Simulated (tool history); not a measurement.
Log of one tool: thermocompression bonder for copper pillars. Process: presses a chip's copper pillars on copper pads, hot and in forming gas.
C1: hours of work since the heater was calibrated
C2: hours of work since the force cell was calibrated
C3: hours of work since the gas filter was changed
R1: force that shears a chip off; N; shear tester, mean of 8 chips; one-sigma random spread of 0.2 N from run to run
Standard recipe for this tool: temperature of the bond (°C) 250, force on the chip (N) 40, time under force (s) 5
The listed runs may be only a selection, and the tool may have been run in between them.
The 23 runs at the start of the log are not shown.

{"run": 24, "day": 17.792, "temperature of the bond (°C)": 235, "force on the chip (N)": 52, "time under force (s)": 14, "C1": 397, "C2": 135, "C3": 51, "R1": 64.3}
{"run": 25, "day": 18.592, "temperature of the bond (°C)": 235, "force on the chip (N)": 52, "time under force (s)": 14, "C1": 411, "C2": 149, "C3": 65, "R1": 64.1}
{"run": 26, "day": 19.562, "temperature of the bond (°C)": 250, "force on the chip (N)": 40, "time under force (s)": 7, "C1": 428, "C2": 166, "C3": 82, "R1": 53.5}
{"run": 27, "day": 20.142, "temperature of the bond (°C)": 248, "force on the chip (N)": 49, "time under force (s)": 6, "C1": 438, "C2": 176, "C3": 92, "R1": 55.5}
{"run": 28, "day": 20.604, "temperature of the bond (°C)": 277, "force on the chip (N)": 58, "time under force (s)": 7, "C1": 446, "C2": 184, "C3": 100, "R1": 78.5}
{"run": 29, "day": 21.012, "temperature of the bond (°C)": 277, "force on the chip (N)": 58, "time under force (s)": 7, "C1": 453, "C2": 191, "C3": 107, "R1": 78.1}
{"run": 30, "day": 21.633, "temperature of the bond (°C)": 277, "force on the chip (N)": 33, "time under force (s)": 7, "C1": 464, "C2": 202, "C3": 118, "R1": 63.2}
{"run": 31, "day": 22.258, "temperature of the bond (°C)": 277, "force on the chip (N)": 33, "time under force (s)": 7, "C1": 475, "C2": 213, "C3": 129, "R1": 62.9}
{"run": 32, "day": 22.779, "temperature of the bond (°C)": 226, "force on the chip (N)": 40, "time under force (s)": 5, "C1": 484, "C2": 222, "C3": 138, "R1": 35.3}
{"run": 33, "day": 23.575, "temperature of the bond (°C)": 233, "force on the chip (N)": 40, "time under force (s)": 9, "C1": 498, "C2": 236, "C3": 152, "R1": 48.4}
{"run": 34, "day": 24.283, "temperature of the bond (°C)": 233, "force on the chip (N)": 40, "time under force (s)": 9, "C1": 510, "C2": 248, "C3": 164, "R1": 47.9}
{"run": 35, "day": 24.933, "temperature of the bond (°C)": 255, "force on the chip (N)": 28, "time under force (s)": 4, "C1": 522, "C2": 260, "C3": 175, "R1": 38.5}
{"day": 25.508, "done": "forming gas filter changed"}
{"run": 36, "day": 25.667, "temperature of the bond (°C)": 230, "force on the chip (N)": 28, "time under force (s)": 10, "C1": 534, "C2": 272, "C3": 3, "R1": 39.3}
{"run": 37, "day": 26.412, "temperature of the bond (°C)": 250, "force on the chip (N)": 48, "time under force (s)": 5, "C1": 547, "C2": 285, "C3": 16, "R1": 53.2}
{"run": 38, "day": 27.112, "temperature of the bond (°C)": 250, "force on the chip (N)": 48, "time under force (s)": 5, "C1": 559, "C2": 297, "C3": 28, "R1": 54.1}
{"run": 39, "day": 27.571, "temperature of the bond (°C)": 274, "force on the chip (N)": 39, "time under force (s)": 13, "C1": 567, "C2": 305, "C3": 36, "R1": 77.0}
{"run": 40, "day": 28.317, "temperature of the bond (°C)": 274, "force on the chip (N)": 51, "time under force (s)": 13, "C1": 580, "C2": 318, "C3": 49, "R1": 84.1}

3 options for the next run, each taken on its own from the tool as it stands now. Forecast them:
{"run": "A", "day": 28.85, "temperature of the bond (°C)": 250, "force on the chip (N)": 26, "time under force (s)": 8, "C1": 590, "C2": 327, "C3": 58, "R1": "?"}
{"run": "B", "day": 28.85, "temperature of the bond (°C)": 274, "force on the chip (N)": 43, "time under force (s)": 12, "C1": 590, "C2": 327, "C3": 58, "R1": "?"}
{"run": "C", "day": 28.85, "temperature of the bond (°C)": 275, "force on the chip (N)": 30, "time under force (s)": 5, "C1": 590, "C2": 327, "C3": 58, "R1": "?"}

run=A R1=44.7
run=B R1=78.9
run=C R1=53.8
Take away the tool's hidden state, keep each run's random variation, and the runs would have read:
run=A R1=43.6
run=B R1=77.0
run=C R1=52.5
